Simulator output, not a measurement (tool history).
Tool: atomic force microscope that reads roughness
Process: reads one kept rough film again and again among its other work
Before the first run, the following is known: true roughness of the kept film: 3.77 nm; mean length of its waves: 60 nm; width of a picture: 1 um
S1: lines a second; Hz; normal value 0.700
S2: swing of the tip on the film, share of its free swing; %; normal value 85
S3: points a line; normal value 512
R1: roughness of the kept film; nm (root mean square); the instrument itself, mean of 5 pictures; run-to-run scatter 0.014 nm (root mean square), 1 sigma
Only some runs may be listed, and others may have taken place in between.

| run | day | S1 | S2 | S3 | R1 |
|---|---|---|---|---|---|
| 1 | 0.000 | 0.700 | 85 | 512 | 3.331 |
| 2 | 0.662 | 0.700 | 85 | 373 | 3.268 |
| 3 | 1.596 | 0.700 | 90 | 512 | 3.127 |
| 4 | 2.500 | 0.700 | 90 | 512 | 3.112 |
| 5 | 3.233 | 1.646 | 85 | 512 | 2.824 |
| 6 | 3.825 | 0.700 | 85 | 512 | 3.123 |
| 7 | 4.308 | 0.700 | 85 | 512 | 3.094 |
| 8 | 5.383 | 0.700 | 85 | 512 | 3.070 |
| 9 | 6.096 | 0.700 | 85 | 512 | 3.007 |
| 10 | 6.571 | 0.700 | 85 | 512 | 3.015 |
| 11 | 7.425 | 0.700 | 85 | 512 | 2.975 |
|  | 8.529 | new tip fitted |
| 12 | 8.538 | 3.734 | 85 | 512 | 2.424 |
| 13 | 9.062 | 3.734 | 85 | 512 | 2.427 |
| 14 | 9.754 | 0.700 | 85 | 512 | 3.226 |
| 15 | 10.796 | 0.700 | 86 | 512 | 3.150 |
| 16 | 11.346 | 0.700 | 85 | 512 | 3.144 |
| 17 | 12.025 | 0.700 | 85 | 512 | 3.127 |
| 18 | 12.758 | 0.700 | 85 | 512 | 3.091 |
| 19 | 13.379 | 0.700 | 85 | 512 | 3.047 |
| 20 | 14.075 | 0.700 | 75 | 370 | 3.153 |
| 21 | 15.058 | 0.700 | 75 | 370 | 3.099 |
| 22 | 15.650 | 0.994 | 69 | 788 | 3.046 |
| 23 | 16.471 | 0.700 | 85 | 430 | 2.935 |
|  | 17.112 | new tip fitted |
| 24 | 17.600 | 0.700 | 85 | 430 | 3.273 |
| 25 | 18.596 | 0.700 | 85 | 430 | 3.233 |
| 26 | 19.317 | 0.988 | 86 | 430 | 3.079 |
| 27 | 20.217 | 1.884 | 61 | 478 | 3.221 |
| 28 | 21.304 | 1.667 | 67 | 530 | 3.126 |
| 29 | 22.096 | 1.667 | 67 | 530 | 3.101 |
| 30 | 23.092 | 1.983 | 70 | 530 | 2.966 |
| 31 | 23.629 | 0.878 | 70 | 507 | 3.124 |
| 32 | 24.692 | 0.878 | 61 | 571 | 3.118 |
|  | 25.704 | new tip fitted |
| 33 | 25.783 | 0.700 | 67 | 329 | 3.497 |

Difference, measured minus no-hidden-state, one row per run. Run-to-run variation is common to both terms; the gauge's own scatter need not be:
What the log doesn't record here: radius of the tip, nm; height scale over the true one, %; drift of the gauge itself on roughness_nm, %.
| run | R1 |
|---|---|
| 1 | -0.013 |
| 2 | -0.051 |
| 3 | -0.095 |
| 4 | -0.137 |
| 5 | -0.160 |
| 6 | -0.208 |
| 7 | -0.227 |
| 8 | -0.276 |
| 9 | -0.303 |
| 10 | -0.326 |
| 11 | -0.361 |
| 12 | -0.015 |
| 13 | -0.037 |
| 14 | -0.086 |
| 15 | -0.137 |
| 16 | -0.168 |
| 17 | -0.201 |
| 18 | -0.234 |
| 19 | -0.261 |
| 20 | -0.303 |
| 21 | -0.345 |
| 22 | -0.369 |
| 23 | -0.396 |
| 24 | -0.049 |
| 25 | -0.103 |
| 26 | -0.130 |
| 27 | -0.177 |
| 28 | -0.220 |
| 29 | -0.256 |
| 30 | -0.293 |
| 31 | -0.337 |
| 32 | -0.389 |
| 33 | -0.023 |

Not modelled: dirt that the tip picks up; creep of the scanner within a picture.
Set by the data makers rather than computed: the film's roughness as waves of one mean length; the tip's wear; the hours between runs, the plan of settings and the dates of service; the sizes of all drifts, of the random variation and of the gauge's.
